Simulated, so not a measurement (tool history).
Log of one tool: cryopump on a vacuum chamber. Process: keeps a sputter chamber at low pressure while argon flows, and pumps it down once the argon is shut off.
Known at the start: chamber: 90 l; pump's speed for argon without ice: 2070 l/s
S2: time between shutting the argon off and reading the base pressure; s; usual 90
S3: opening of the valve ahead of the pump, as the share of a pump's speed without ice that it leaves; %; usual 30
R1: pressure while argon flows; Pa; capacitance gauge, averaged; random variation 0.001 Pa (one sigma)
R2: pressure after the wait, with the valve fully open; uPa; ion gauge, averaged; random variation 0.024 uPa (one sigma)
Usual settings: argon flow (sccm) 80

{"run": 1, "hour": 0.0, "argon flow (sccm)": 80, "S2": 90, "S3": 30, "R1": 0.2282, "R2": 1}
{"run": 2, "hour": 14.0, "argon flow (sccm)": 80, "S2": 27, "S3": 30, "R1": 0.2301, "R2": 2.77}
{"run": 3, "hour": 22.3, "argon flow (sccm)": 80, "S2": 27, "S3": 30, "R1": 0.2296, "R2": 2.74}
{"run": 4, "hour": 33.1, "argon flow (sccm)": 80, "S2": 90, "S3": 58, "R1": 0.1244, "R2": 1.06}
{"run": 5, "hour": 44.6, "argon flow (sccm)": 80, "S2": 90, "S3": 58, "R1": 0.1255, "R2": 1.07}
{"run": 6, "hour": 56.8, "argon flow (sccm)": 80, "S2": 90, "S3": 58, "R1": 0.1251, "R2": 1.03}
{"run": 7, "hour": 69.3, "argon flow (sccm)": 80, "S2": 90, "S3": 58, "R1": 0.1264, "R2": 1.05}
{"run": 8, "hour": 78.2, "argon flow (sccm)": 80, "S2": 90, "S3": 58, "R1": 0.1254, "R2": 1.05}
{"run": 9, "hour": 92.3, "argon flow (sccm)": 80, "S2": 90, "S3": 30, "R1": 0.2311, "R2": 1.1}
{"run": 10, "hour": 105.1, "argon flow (sccm)": 48, "S2": 90, "S3": 30, "R1": 0.1384, "R2": 1.09}
{"run": 11, "hour": 113.4, "argon flow (sccm)": 48, "S2": 90, "S3": 30, "R1": 0.1383, "R2": 1.08}
{"run": 12, "hour": 124.0, "argon flow (sccm)": 80, "S2": 90, "S3": 30, "R1": 0.2329, "R2": 1.14}
{"run": 13, "hour": 138.2, "argon flow (sccm)": 80, "S2": 90, "S3": 30, "R1": 0.2328, "R2": 1.1}
{"run": 14, "hour": 150.0, "argon flow (sccm)": 80, "S2": 90, "S3": 30, "R1": 0.2316, "R2": 1.11}
{"run": 15, "hour": 166.1, "argon flow (sccm)": 80, "S2": 90, "S3": 24, "R1": 0.2834, "R2": 1.09}
{"run": 16, "hour": 179.9, "argon flow (sccm)": 80, "S2": 42, "S3": 24, "R1": 0.2883, "R2": 1.98}
{"run": 17, "hour": 189.7, "argon flow (sccm)": 80, "S2": 42, "S3": 24, "R1": 0.2874, "R2": 1.99}

Forecast run 18:
{"run": 18, "hour": 197.5, "argon flow (sccm)": 55, "S2": 60, "S3": 24, "R1": "?", "R2": "?"}

{"run 18": {"R1": 0.1982, "R2": 1.53}}
Without the tool's hidden state the same run would have given R1 0.1873 Pa, R2 1.26 uPa.
